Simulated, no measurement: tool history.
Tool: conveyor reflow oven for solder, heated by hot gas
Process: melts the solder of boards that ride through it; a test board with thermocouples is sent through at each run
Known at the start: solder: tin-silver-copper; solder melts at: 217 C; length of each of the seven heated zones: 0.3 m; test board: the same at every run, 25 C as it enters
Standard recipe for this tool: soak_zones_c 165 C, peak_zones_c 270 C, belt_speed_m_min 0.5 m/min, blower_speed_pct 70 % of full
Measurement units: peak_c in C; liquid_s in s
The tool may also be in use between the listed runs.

| run | day | soak_zones_c | peak_zones_c | belt_speed_m_min | blower_speed_pct | peak_c | liquid_s |
|---|---|---|---|---|---|---|---|
| 1 | 0 | 165 | 270 | 0.5 | 70 | 251.9 | 51.1 |
| 2 | 0.388 | 165 | 270 | 0.5 | 70 | 251.2 | 50 |
| 3 | 0.858 | 165 | 270 | 0.5 | 70 | 251.2 | 50 |
| 4 | 1.196 | 165 | 270 | 0.5 | 70 | 251.4 | 50.8 |
| 5 | 1.867 | 165 | 270 | 0.5 | 70 | 251.6 | 49.9 |
| 6 | 2.433 | 165 | 270 | 0.5 | 70 | 251.8 | 51.2 |
|  | 2.692 | flux residue cleaned out of gas plates and filters |
| 7 | 2.967 | 165 | 270 | 0.5 | 70 | 250.4 | 50.1 |
| 8 | 3.55 | 165 | 270 | 0.5 | 70 | 250.8 | 49.8 |
| 9 | 3.846 | 165 | 270 | 0.567 | 53 | 240.4 | 33.6 |
| 10 | 4.179 | 180 | 265 | 0.452 | 73 | 252.4 | 63 |
|  | 4.817 | flux residue cleaned out of gas plates and filters, once more |
| 11 | 5.004 | 175 | 270 | 0.437 | 70 | 258.5 | 68 |
| 12 | 5.358 | 165 | 270 | 0.544 | 62 | 248.6 | 44.3 |
| 13 | 6.025 | 165 | 270 | 0.583 | 70 | 248.2 | 41.5 |
| 14 | 6.567 | 165 | 270 | 0.407 | 54 | 256.8 | 67.6 |

Hidden state or all else? Some run-to-run changes of peak_c, split into what the settings, what came in and random variation would give without the hidden state, and what is left for the hidden state (with any gauge scatter that isn't in both results):
Hidden state present: heat that the gas passes to the board, % of a clean oven's; belt's true speed, % of the reading; true gas temperature in zones 6 and 7 over the reading, C; drift of the gauge itself on peak_c, C; drift of the gauge itself on liquid_s, %.
Run 9 -> 10: soak_zones_c 165 -> 180, peak_zones_c 270 -> 265, belt_speed_m_min 0.567 -> 0.452, blower_speed_pct 53 -> 73. peak_c +12 C: hidden state +0.9, all else +11.1.
Run 10 -> 11: soak_zones_c 180 -> 175, peak_zones_c 265 -> 270, belt_speed_m_min 0.452 -> 0.437, blower_speed_pct 73 -> 70, flux residue cleaned out of gas plates and filters, once more. peak_c +6.1 C: hidden state +2.2, all else +3.9.
